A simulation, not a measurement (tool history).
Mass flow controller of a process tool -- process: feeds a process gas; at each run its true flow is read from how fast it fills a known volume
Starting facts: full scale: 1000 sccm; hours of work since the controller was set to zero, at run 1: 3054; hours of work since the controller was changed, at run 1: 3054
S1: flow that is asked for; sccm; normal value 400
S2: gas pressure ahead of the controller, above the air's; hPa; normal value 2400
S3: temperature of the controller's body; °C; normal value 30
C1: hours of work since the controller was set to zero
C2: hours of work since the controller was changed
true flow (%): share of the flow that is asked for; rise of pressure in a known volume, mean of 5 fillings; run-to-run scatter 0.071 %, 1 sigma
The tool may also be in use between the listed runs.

{"run": 1, "day": 0.0, "S1": 400, "S2": 2400, "S3": 30, "C1": 3054, "C2": 3054, "true flow (%)": 100.78}
{"run": 2, "day": 12.079, "S1": 400, "S2": 2400, "S3": 30, "C1": 3188, "C2": 3188, "true flow (%)": 100.75}
{"run": 3, "day": 25.704, "S1": 553, "S2": 2400, "S3": 30, "C1": 3340, "C2": 3340, "true flow (%)": 100.83}
{"run": 4, "day": 40.125, "S1": 400, "S2": 1960, "S3": 30, "C1": 3501, "C2": 3501, "true flow (%)": 101.03}
{"run": 5, "day": 54.208, "S1": 400, "S2": 1960, "S3": 30, "C1": 3658, "C2": 3658, "true flow (%)": 101.15}
{"run": 6, "day": 63.529, "S1": 400, "S2": 1960, "S3": 30, "C1": 3763, "C2": 3763, "true flow (%)": 101}
{"run": 7, "day": 77.146, "S1": 400, "S2": 1960, "S3": 30, "C1": 3914, "C2": 3914, "true flow (%)": 101.15}
{"run": 8, "day": 91.625, "S1": 400, "S2": 1960, "S3": 30, "C1": 4076, "C2": 4076, "true flow (%)": 101.26}
{"run": 9, "day": 99.825, "S1": 400, "S2": 1960, "S3": 30, "C1": 4167, "C2": 4167, "true flow (%)": 101.28}
{"run": 10, "day": 114.667, "S1": 400, "S2": 2400, "S3": 30, "C1": 4333, "C2": 4333, "true flow (%)": 101.19}
{"run": 11, "day": 130.221, "S1": 400, "S2": 2400, "S3": 30, "C1": 4507, "C2": 4507, "true flow (%)": 101.3}
{"run": 12, "day": 140.933, "S1": 400, "S2": 2400, "S3": 30, "C1": 4626, "C2": 4626, "true flow (%)": 101.31}
{"run": 13, "day": 150.054, "S1": 400, "S2": 2400, "S3": 30, "C1": 4728, "C2": 4728, "true flow (%)": 101.33}
{"run": 14, "day": 163.688, "S1": 400, "S2": 2400, "S3": 23, "C1": 4880, "C2": 4880, "true flow (%)": 100.59}
{"run": 15, "day": 174.896, "S1": 152, "S2": 2250, "S3": 26, "C1": 5005, "C2": 5005, "true flow (%)": 102.96}
{"run": 16, "day": 189.842, "S1": 343, "S2": 1500, "S3": 33, "C1": 5172, "C2": 5172, "true flow (%)": 102.29}
{"run": 17, "day": 202.162, "S1": 709, "S2": 1580, "S3": 39, "C1": 5309, "C2": 5309, "true flow (%)": 102.77}
{"run": 18, "day": 208.804, "S1": 607, "S2": 2300, "S3": 26, "C1": 5383, "C2": 5383, "true flow (%)": 101.05}
{"run": 19, "day": 217.812, "S1": 947, "S2": 1910, "S3": 22, "C1": 5484, "C2": 5484, "true flow (%)": 100.91}
{"run": 20, "day": 225.542, "S1": 947, "S2": 1910, "S3": 22, "C1": 5570, "C2": 5570, "true flow (%)": 100.97}
{"run": 21, "day": 237.642, "S1": 947, "S2": 1910, "S3": 22, "C1": 5705, "C2": 5705, "true flow (%)": 100.99}
{"run": 22, "day": 245.471, "S1": 461, "S2": 2400, "S3": 32, "C1": 5793, "C2": 5793, "true flow (%)": 101.9}
{"run": 23, "day": 257.508, "S1": 115, "S2": 1920, "S3": 30, "C1": 5927, "C2": 5927, "true flow (%)": 105.76}
{"run": 24, "day": 270.933, "S1": 741, "S2": 1590, "S3": 30, "C1": 6077, "C2": 6077, "true flow (%)": 101.82}
{"run": 25, "day": 283.275, "S1": 873, "S2": 2070, "S3": 21, "C1": 6214, "C2": 6214, "true flow (%)": 101.02}
{"run": 26, "day": 298.925, "S1": 979, "S2": 1550, "S3": 25, "C1": 6389, "C2": 6389, "true flow (%)": 101.68}
{"run": 27, "day": 313.883, "S1": 112, "S2": 1860, "S3": 36, "C1": 6556, "C2": 6556, "true flow (%)": 107.25}

Difference, measured minus no-hidden-state, one row per run. Run-to-run variation is common to both terms; the gauge's own scatter need not be:
Unlogged tool condition in this case: flow at rest that the sensor doesn't see, % of full scale; true flow over the shown one, %; drift of the gauge itself on true_pct, %.
run=1 true_flow_(%)=+1.27
run=2 true_flow_(%)=+1.33
run=3 true_flow_(%)=+1.11
run=4 true_flow_(%)=+1.46
run=5 true_flow_(%)=+1.52
run=6 true_flow_(%)=+1.56
run=7 true_flow_(%)=+1.62
run=8 true_flow_(%)=+1.69
run=9 true_flow_(%)=+1.73
run=10 true_flow_(%)=+1.79
run=11 true_flow_(%)=+1.86
run=12 true_flow_(%)=+1.92
run=13 true_flow_(%)=+1.96
run=14 true_flow_(%)=+2.02
run=15 true_flow_(%)=+4.44
run=16 true_flow_(%)=+2.39
run=17 true_flow_(%)=+1.53
run=18 true_flow_(%)=+1.7
run=19 true_flow_(%)=+1.35
run=20 true_flow_(%)=+1.38
run=21 true_flow_(%)=+1.42
run=22 true_flow_(%)=+2.18
run=23 true_flow_(%)=+6.68
run=24 true_flow_(%)=+1.72
run=25 true_flow_(%)=+1.61
run=26 true_flow_(%)=+1.57
run=27 true_flow_(%)=+7.54

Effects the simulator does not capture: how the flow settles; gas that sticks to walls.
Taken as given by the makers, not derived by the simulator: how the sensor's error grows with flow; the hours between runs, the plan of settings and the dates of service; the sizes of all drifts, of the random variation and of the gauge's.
